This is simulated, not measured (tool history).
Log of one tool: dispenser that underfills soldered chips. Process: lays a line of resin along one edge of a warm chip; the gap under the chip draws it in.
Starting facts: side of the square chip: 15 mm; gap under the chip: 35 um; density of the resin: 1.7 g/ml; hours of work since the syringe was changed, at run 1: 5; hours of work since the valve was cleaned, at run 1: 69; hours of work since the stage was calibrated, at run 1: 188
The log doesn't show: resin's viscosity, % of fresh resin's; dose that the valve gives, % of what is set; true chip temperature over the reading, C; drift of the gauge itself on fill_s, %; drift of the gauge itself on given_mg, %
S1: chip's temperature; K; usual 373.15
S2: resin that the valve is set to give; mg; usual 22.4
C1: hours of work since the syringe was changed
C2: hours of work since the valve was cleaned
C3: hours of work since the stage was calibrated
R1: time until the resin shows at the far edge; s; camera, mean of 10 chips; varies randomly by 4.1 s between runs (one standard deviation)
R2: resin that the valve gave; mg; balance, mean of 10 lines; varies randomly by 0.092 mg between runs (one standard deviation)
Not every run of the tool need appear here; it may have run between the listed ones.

Run 1, hour 0: usual settings; C1 5; C2 69; C3 188. Result: R1 514.1 s, R2 21.08 mg.
At hour 1.6: new syringe of resin.
Run 2, hour 5: usual settings; C1 2; C2 71; C3 191. Result: R1 436.4 s, R2 20.97 mg.
At hour 11.3: new syringe of resin.
Run 3, hour 12.8: usual settings; C1 1; C2 76; C3 196. Result: R1 416.2 s, R2 20.87 mg.
Run 4, hour 20: usual settings; C1 5; C2 80; C3 200. Result: R1 521.7 s, R2 20.81 mg.
At hour 20.8: new syringe of resin.
Run 5, hour 26.8: usual settings but S2 24.5 mg; C1 4; C2 84; C3 204. Result: R1 464.2 s, R2 22.62 mg.
At hour 30.7: new syringe of resin.
Run 6, hour 36.2: usual settings but S2 24.5 mg; C1 3; C2 90; C3 210. Result: R1 464.3 s, R2 22.54 mg.
At hour 40.1: new syringe of resin.
Run 7, hour 44.6: usual settings but S2 24.5 mg; C1 3; C2 95; C3 215. Result: R1 437.3 s, R2 22.66 mg.
At hour 49.6: new syringe of resin.
Run 8, hour 50.9: usual settings but S2 24.5 mg; C1 1; C2 99; C3 218. Result: R1 404.6 s, R2 22.42 mg.
Run 9, hour 55.4: usual settings but S2 24.5 mg; C1 4; C2 101; C3 221. Result: R1 467.7 s, R2 22.36 mg.
At hour 59.2: new syringe of resin.
Run 10, hour 62.7: usual settings but S2 24.5 mg; C1 2; C2 106; C3 225. Result: R1 433.7 s, R2 22.27 mg.
Run 11, hour 67: usual settings; C1 5; C2 108; C3 228. Result: R1 493.6 s, R2 20.22 mg.
At hour 68.7: new syringe of resin.
Run 12, hour 71.4: usual settings; C1 2; C2 111; C3 231. Result: R1 418.7 s, R2 20.34 mg.
Run 13, hour 76: usual settings; C1 4; C2 114; C3 233. Result: R1 506.6 s, R2 20.16 mg.
At hour 78.2: dispensing valve cleaned and set on the balance.
At hour 79.1: new syringe of resin.
Run 14, hour 86.2: usual settings but S1 366.15 K; C1 4; C2 5; C3 239. Result: R1 646.9 s, R2 22.17 mg.
At hour 88.6: new syringe of resin.
Run 15, hour 93: usual settings but S1 366.15 K; C1 3; C2 9; C3 243. Result: R1 604.8 s, R2 22.15 mg.
At hour 98.8: new syringe of resin.
Run 16, hour 99.9: usual settings but S1 366.15 K; C1 1; C2 13; C3 247. Result: R1 528.2 s, R2 21.98 mg.
Run 17, hour 104: usual settings but S2 23.3 mg; C1 3; C2 15; C3 249. Result: R1 458.4 s, R2 22.72 mg.
At hour 108.1: new syringe of resin.
Run 18, hour 111.6: usual settings but S1 361.15 K, S2 26 mg; C1 2; C2 20; C3 254. Result: R1 706 s, R2 25.7 mg.
At hour 117.5: new syringe of resin.
Run 19, hour 118.1: usual settings but S1 371.15 K, S2 21.9 mg; C1 0; C2 24; C3 258. Result: R1 433 s, R2 21.46 mg.
Run 20, hour 126.1: usual settings but S1 359.15 K, S2 25.1 mg; C1 5; C2 28; C3 262. Result: R1 907.2 s, R2 24.48 mg.
At hour 127: new syringe of resin.
Run 21, hour 130.9: usual settings but S1 359.15 K, S2 25.1 mg; C1 2; C2 31; C3 265. Result: R1 786.1 s, R2 24.35 mg.
At hour 136.5: new syringe of resin.
Run 22, hour 138: usual settings but S1 387.15 K, S2 27.2 mg; C1 1; C2 35; C3 269. Result: R1 233.6 s, R2 26.33 mg.
Run 23, hour 142.1: usual settings but S1 375.15 K, S2 24.5 mg; C1 3; C2 38; C3 272. Result: R1 428.8 s, R2 23.64 mg.
At hour 145.8: new syringe of resin.
Run 24, hour 149: usual settings but S1 375.15 K, S2 24.5 mg; C1 2; C2 42; C3 276. Result: R1 388 s, R2 23.64 mg.
At hour 155.7: new syringe of resin.
Run 25, hour 156.1: usual settings but S1 358.15 K, S2 23.6 mg; C1 0; C2 46; C3 280. Result: R1 707.7 s, R2 22.5 mg.
At hour 165.3: new syringe of resin.
Run 26, hour 165.7: usual settings but S1 358.15 K, S2 23.6 mg; C1 0; C2 52; C3 286. Result: R1 714.5 s, R2 22.55 mg.
Run 27, hour 172.6: usual settings but S1 358.15 K, S2 23.6 mg; C1 4; C2 56; C3 290. Result: R1 894.6 s, R2 22.37 mg.
At hour 174.7: new syringe of resin.
Run 28, hour 178.9: usual settings but S1 358.15 K, S2 23.6 mg; C1 3; C2 60; C3 294. Result: R1 808.7 s, R2 22.35 mg.
Run 29, hour 183.4: usual settings but S1 362.15 K, S2 27.2 mg; C1 5; C2 62; C3 297. Result: R1 792.8 s, R2 25.57 mg.
At hour 184.6: new syringe of resin.
Run 30, hour 193.3: usual settings but S1 372.15 K, S2 23.2 mg; C1 5; C2 68; C3 302. Result: R1 525.8 s, R2 21.6 mg.
At hour 194.1: new syringe of resin.
Run 31, hour 202.2: usual settings but S1 368.15 K, S2 23.9 mg; C1 5; C2 74; C3 308. Result: R1 605.1 s, R2 22.28 mg.
At hour 204: new syringe of resin.
Run 32, hour 212: usual settings but S1 368.15 K, S2 23.9 mg; C1 5; C2 79; C3 313. Result: R1 595.8 s, R2 22.22 mg.
At hour 213.5: new syringe of resin.
Run 33, hour 220.8: usual settings but S1 386.15 K, S2 19.1 mg; C1 4; C2 85; C3 319. Result: R1 304.3 s, R2 17.67 mg.
At hour 223.6: new syringe of resin.
Run 34, hour 230.3: usual settings but S1 371.15 K, S2 20 mg; C1 4; C2 90; C3 324. Result: R1 517.8 s, R2 18.46 mg.

Below are 5 alternative next runs, each starting from the tool's condition after run 34. Predict each:
At hour 233.3: new syringe of resin.
Run A, hour 239.8: usual settings but S1 374.15 K, S2 28.4 mg; C1 4; C2 96; C3 330. Result: R1 ?, R2 ?.
At hour 233.3: new syringe of resin.
Run B, hour 239.8: usual settings but S1 359.15 K, S2 24.8 mg; C1 4; C2 96; C3 330. Result: R1 ?, R2 ?.
At hour 233.3: new syringe of resin.
Run C, hour 239.8: usual settings but S1 385.15 K, S2 20.2 mg; C1 4; C2 96; C3 330. Result: R1 ?, R2 ?.
At hour 233.3: new syringe of resin.
Run D, hour 239.8: usual settings but S2 23.1 mg; C1 4; C2 96; C3 330. Result: R1 ?, R2 ?.
At hour 233.3: new syringe of resin.
Run E, hour 239.8: usual settings but S1 388.15 K, S2 23.7 mg; C1 4; C2 96; C3 330. Result: R1 ?, R2 ?.

run     R1     R2
  A  442.6  26.04
  B  835.6  22.76
  C  299.1  18.52
  D  461.5  21.12
  E  265.5  21.65
Had the tool no hidden state, the same runs would have come out as:
run     R1     R2
  A  384.2  28.48
  B    727  24.89
  C    255  20.26
  D  398.2  23.11
  E  228.3  23.68
